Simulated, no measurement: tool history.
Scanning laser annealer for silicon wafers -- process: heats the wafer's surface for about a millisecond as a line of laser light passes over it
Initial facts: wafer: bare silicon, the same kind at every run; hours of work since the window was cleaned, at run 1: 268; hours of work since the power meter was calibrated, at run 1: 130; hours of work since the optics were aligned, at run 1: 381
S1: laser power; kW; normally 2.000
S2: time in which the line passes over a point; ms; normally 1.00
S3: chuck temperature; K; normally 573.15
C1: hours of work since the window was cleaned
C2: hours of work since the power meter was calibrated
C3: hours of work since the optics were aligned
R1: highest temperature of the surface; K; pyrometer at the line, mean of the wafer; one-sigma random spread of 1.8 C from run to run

run	hour	S1	S2	S3	C1	C2	C3	R1
1	0.0	2.000	1.00	573.15	268	130	381	1299.15
2	6.4	2.000	1.00	573.15	271	133	385	1301.15
3	18.9	2.000	1.00	573.15	278	140	391	1303.15
4	32.3	2.110	1.00	573.15	285	147	398	1347.15
5	43.6	2.000	1.00	573.15	291	153	404	1303.15
6	51.4	2.000	1.00	573.15	295	157	408	1303.15
7	62.0	2.000	1.00	573.15	301	163	414	1300.15
8	71.5	2.000	1.00	573.15	305	168	419	1302.15
9	85.0	2.000	1.00	560.15	313	175	426	1287.15
10	91.8	2.000	1.00	560.15	316	178	430	1289.15
11	98.9	2.000	1.00	560.15	320	182	433	1289.15
12	107.6	2.000	1.00	560.15	324	187	438	1289.15
13	113.7	2.000	1.00	577.15	328	190	441	1306.15
14	121.2	2.000	1.00	577.15	332	194	445	1306.15
15	129.5	2.194	1.19	573.15	336	198	449	1452.15
16	140.7	2.194	1.19	573.15	342	204	455	1448.15
17	154.5	1.954	1.00	576.15	349	211	463	1286.15
18	161.5	1.954	1.00	576.15	353	215	466	1281.15
19	172.3	1.855	1.00	573.15	359	221	472	1237.15
20	183.2	2.096	1.00	558.15	364	226	478	1328.15
21	193.2	2.096	1.00	558.15	369	232	483	1331.15
22	203.4	2.036	1.00	572.15	375	237	488	1318.15
23	216.1	2.032	0.88	572.15	382	244	495	1272.15
24	230.2	1.740	0.79	581.15	389	251	502	1138.15
25	237.4	1.899	0.76	539.15	393	255	506	1146.15
26	249.5	1.732	1.00	602.15	399	261	512	1214.15
27	257.3	1.732	1.00	602.15	403	265	517	1213.15

Alternative continuations, all from the tool just after run 27; predict every row:
A	269.6	1.847	0.73	583.15	410	272	523	?
B	269.6	1.781	0.99	564.15	410	272	523	?
C	269.6	2.137	0.70	588.15	410	272	523	?
D	269.6	2.124	1.22	567.15	410	272	523	?

run	R1
A	1160.15
B	1196.15
C	1262.15
D	1420.15
Had the tool no hidden state, the same runs would have come out as:
run	R1
A	1161.15
B	1197.15
C	1262.15
D	1420.15
